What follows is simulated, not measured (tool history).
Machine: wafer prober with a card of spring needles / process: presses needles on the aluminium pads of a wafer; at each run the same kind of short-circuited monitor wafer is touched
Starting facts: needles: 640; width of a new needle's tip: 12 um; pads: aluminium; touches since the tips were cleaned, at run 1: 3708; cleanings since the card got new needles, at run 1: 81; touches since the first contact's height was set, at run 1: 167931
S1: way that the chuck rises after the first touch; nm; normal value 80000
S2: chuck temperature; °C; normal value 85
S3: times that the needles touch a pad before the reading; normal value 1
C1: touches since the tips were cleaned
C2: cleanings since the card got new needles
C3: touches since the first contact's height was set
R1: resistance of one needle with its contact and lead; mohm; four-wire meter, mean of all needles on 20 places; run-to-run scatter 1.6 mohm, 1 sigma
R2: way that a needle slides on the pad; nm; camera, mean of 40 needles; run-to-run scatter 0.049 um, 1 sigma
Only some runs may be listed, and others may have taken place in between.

run	hour	S1	S2	S3	C1	C2	C3	R1	R2
1	0	80000	85	1	3708	81	167931	187	11430
# hour 2.2: tips cleaned on abrasive film
# hour 13.1: tips cleaned on abrasive film
# hour 23.5: tips cleaned on abrasive film
# hour 32.5: tips cleaned on abrasive film
2	32.5	80000	94	1	0	85	181840	169	11470
# hour 43.3: tips cleaned on abrasive film
# hour 53.8: tips cleaned on abrasive film
# hour 57.9: height of the first contact set anew
3	59.1	80000	94	1	2181	87	517	185	11800
# hour 63.5: tips cleaned on abrasive film
# hour 72.5: tips cleaned on abrasive film
4	77.2	80000	85	1	2043	89	8265	178	11830
# hour 83.2: tips cleaned on abrasive film
# hour 92.9: tips cleaned on abrasive film
# hour 103.3: tips cleaned on abrasive film
# hour 112.2: tips cleaned on abrasive film
5	112.2	80000	85	1	0	93	23241	167	11850
# hour 122.7: tips cleaned on abrasive film
6	129.1	80000	85	1	2764	94	30506	189	11710
# hour 133: tips cleaned on abrasive film
# hour 142.8: tips cleaned on abrasive film
# hour 153.4: tips cleaned on abrasive film
# hour 163.9: tips cleaned on abrasive film
7	165.6	80000	85	1	738	98	46172	169	11660
# hour 173.8: tips cleaned on abrasive film
# hour 184.2: tips cleaned on abrasive film
# hour 194.9: tips cleaned on abrasive film
8	196.8	80000	85	1	788	101	59530	174	11740
# hour 204.8: tips cleaned on abrasive film
# hour 214.8: tips cleaned on abrasive film
# hour 224.7: tips cleaned on abrasive film
# hour 233.6: tips cleaned on abrasive film
9	233.6	80000	85	1	0	105	75294	167	11600
# hour 244.3: tips cleaned on abrasive film
# hour 254.7: tips cleaned on abrasive film
10	258.8	80000	26	1	1792	107	86154	171	11620
# hour 264.2: tips cleaned on abrasive film
# hour 274.1: tips cleaned on abrasive film
11	274.5	80000	85	1	196	109	92869	166	11590
# hour 284.7: tips cleaned on abrasive film
# hour 294.8: tips cleaned on abrasive film
12	303.2	80000	85	1	3640	111	105198	192	11550
# hour 304.9: tips cleaned on abrasive film
# hour 315.5: tips cleaned on abrasive film
13	320.1	80000	85	1	1989	113	112437	180	11530
# hour 325.7: tips cleaned on abrasive film
# hour 335.9: tips cleaned on abrasive film
14	343.7	80000	65	1	3411	115	122585	191	11540
# hour 346: tips cleaned on abrasive film
# hour 355.5: tips cleaned on abrasive film
# hour 366.3: tips cleaned on abrasive film
15	373.7	80000	65	1	3228	118	135446	188	11550
# hour 376: tips cleaned on abrasive film
# hour 386.6: tips cleaned on abrasive film
16	394.6	80000	85	3	3454	120	144410	175	11630
# hour 396.9: tips cleaned on abrasive film
# hour 407.6: tips cleaned on abrasive film
17	409.5	80000	85	3	813	122	150761	168	11510
# hour 417.1: tips cleaned on abrasive film
# hour 427.4: tips cleaned on abrasive film
18	430.9	66000	85	3	1537	124	159962	177	9380
# hour 436.8: tips cleaned on abrasive film
# hour 446.8: tips cleaned on abrasive film
19	447.9	89000	96	3	446	126	167214	168	12840
# hour 455.6: tips cleaned on abrasive film
# hour 465.8: tips cleaned on abrasive film
20	465.8	83000	36	2	0	128	174887	153	11860
# hour 476.1: tips cleaned on abrasive film
# hour 486.3: tips cleaned on abrasive film
21	491.9	83000	83	1	2426	130	186124	180	11920
# hour 496.2: tips cleaned on abrasive film
# hour 506.8: tips cleaned on abrasive film
# hour 507.1: height of the first contact set anew
22	508.1	95000	52	1	432	132	432	162	13920
# hour 516.4: tips cleaned on abrasive film
# hour 527: tips cleaned on abrasive film
# hour 537: tips cleaned on abrasive film
23	543.6	95000	52	2	2865	135	15683	167	13910
# hour 545.9: tips cleaned on abrasive film
# hour 556.1: tips cleaned on abrasive film
# hour 565.4: tips cleaned on abrasive film
24	565.4	95000	52	2	0	138	24986	154	13890
# hour 575.6: tips cleaned on abrasive film
# hour 585.8: tips cleaned on abrasive film
# hour 594.5: tips cleaned on abrasive film
25	596.7	80000	36	2	961	141	38414	161	11750
# hour 603.2: tips cleaned on abrasive film
# hour 612.7: tips cleaned on abrasive film
26	620	80000	36	2	3157	143	48410	170	11640
# hour 622.5: tips cleaned on abrasive film
# hour 632.4: tips cleaned on abrasive film
# hour 641.5: tips cleaned on abrasive film
27	641.5	66000	48	1	0	146	57583	162	9580
# hour 652.3: tips cleaned on abrasive film
# hour 662.4: tips cleaned on abrasive film
28	664.9	87000	90	2	1085	148	67660	171	12670
# hour 671.5: tips cleaned on abrasive film
# hour 681.3: tips cleaned on abrasive film
29	681.3	79000	31	1	0	150	74665	155	11460

Alternative continuations, all from the tool just after run 29; predict every row:
# hour 691.3: tips cleaned on abrasive film
A	698.2	79000	31	1	3000	151	81961	?	?
# hour 691.3: tips cleaned on abrasive film
B	698.2	87000	31	2	3000	151	81961	?	?
# hour 691.3: tips cleaned on abrasive film
C	698.2	69000	104	1	3000	151	81961	?	?
# hour 691.3: tips cleaned on abrasive film
D	698.2	80000	85	1	3000	151	81961	?	?

run	R1	R2
A	184	11520
B	166	12580
C	206	9950
D	191	11610
Without the tool's unlogged condition, the same runs would have read:
run	R1	R2
A	150	11670
B	148	12730
C	168	10100
D	160	11760
